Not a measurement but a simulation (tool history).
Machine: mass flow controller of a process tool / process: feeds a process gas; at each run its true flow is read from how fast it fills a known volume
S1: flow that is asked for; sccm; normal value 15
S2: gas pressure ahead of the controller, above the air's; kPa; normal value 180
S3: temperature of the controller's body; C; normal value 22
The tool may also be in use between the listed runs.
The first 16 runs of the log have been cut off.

{"run": 17, "hour": 3944.2, "S1": 30, "S2": 180, "S3": 24, "true flow (%)": 99.26}
{"run": 18, "hour": 4176.7, "S1": 30, "S2": 180, "S3": 24, "true flow (%)": 99.19}
{"run": 19, "hour": 4493.5, "S1": 30, "S2": 180, "S3": 24, "true flow (%)": 99.26}
{"run": 20, "hour": 4708.3, "S1": 30, "S2": 180, "S3": 24, "true flow (%)": 99.32}
{"run": 21, "hour": 4961.7, "S1": 30, "S2": 180, "S3": 24, "true flow (%)": 99.24}
{"run": 22, "hour": 5135.9, "S1": 30, "S2": 274, "S3": 24, "true flow (%)": 98.82}
{"run": 23, "hour": 5285.3, "S1": 30, "S2": 274, "S3": 24, "true flow (%)": 98.68}
{"run": 24, "hour": 5577.2, "S1": 20, "S2": 187, "S3": 22, "true flow (%)": 98.68}
{"run": 25, "hour": 5821.1, "S1": 12, "S2": 147, "S3": 22, "true flow (%)": 98.64}
{"run": 26, "hour": 6103.1, "S1": 18, "S2": 240, "S3": 36, "true flow (%)": 99.78}
{"run": 27, "hour": 6259.2, "S1": 22, "S2": 227, "S3": 30, "true flow (%)": 99.42}
{"run": 28, "hour": 6504.2, "S1": 22, "S2": 227, "S3": 30, "true flow (%)": 99.35}
{"run": 29, "hour": 6684.1, "S1": 15, "S2": 180, "S3": 33, "true flow (%)": 99.52}
{"run": 30, "hour": 6841.2, "S1": 5, "S2": 147, "S3": 28, "true flow (%)": 98.88}
{"run": 31, "hour": 7036.7, "S1": 5, "S2": 175, "S3": 28, "true flow (%)": 98.78}
{"run": 32, "hour": 7228.8, "S1": 10, "S2": 273, "S3": 32, "true flow (%)": 98.77}
{"run": 33, "hour": 7483.1, "S1": 10, "S2": 273, "S3": 32, "true flow (%)": 98.86}
{"run": 34, "hour": 7712.7, "S1": 15, "S2": 205, "S3": 40, "true flow (%)": 100.24}
{"run": 35, "hour": 7985.6, "S1": 15, "S2": 205, "S3": 40, "true flow (%)": 100.29}
{"hour": 8171.0, "done": "controller exchanged for a calibrated one"}
{"run": 36, "hour": 8268.2, "S1": 15, "S2": 205, "S3": 40, "true flow (%)": 100.27}
{"run": 37, "hour": 8464.2, "S1": 15, "S2": 250, "S3": 22, "true flow (%)": 98.09}
{"run": 38, "hour": 8720.9, "S1": 5, "S2": 250, "S3": 22, "true flow (%)": 97.71}
{"run": 39, "hour": 9009.1, "S1": 6, "S2": 274, "S3": 29, "true flow (%)": 98.27}
{"run": 40, "hour": 9194.0, "S1": 17, "S2": 180, "S3": 22, "true flow (%)": 98.45}

Branching from run 40: 4 alternative next runs. What would each branch give?
{"run": "A", "hour": 9334.5, "S1": 12, "S2": 180, "S3": 22, "true flow (%)": "?"}
{"run": "B", "hour": 9334.5, "S1": 11, "S2": 255, "S3": 32, "true flow (%)": "?"}
{"run": "C", "hour": 9334.5, "S1": 7, "S2": 212, "S3": 22, "true flow (%)": "?"}
{"run": "D", "hour": 9334.5, "S1": 13, "S2": 209, "S3": 28, "true flow (%)": "?"}

run=A true_flow_(%)=98.35
run=B true_flow_(%)=98.92
run=C true_flow_(%)=97.95
run=D true_flow_(%)=98.98
Stripped of hidden state, with their random variation kept, the same runs would have yielded:
run=A true_flow_(%)=98.35
run=B true_flow_(%)=98.92
run=C true_flow_(%)=97.95
run=D true_flow_(%)=98.97
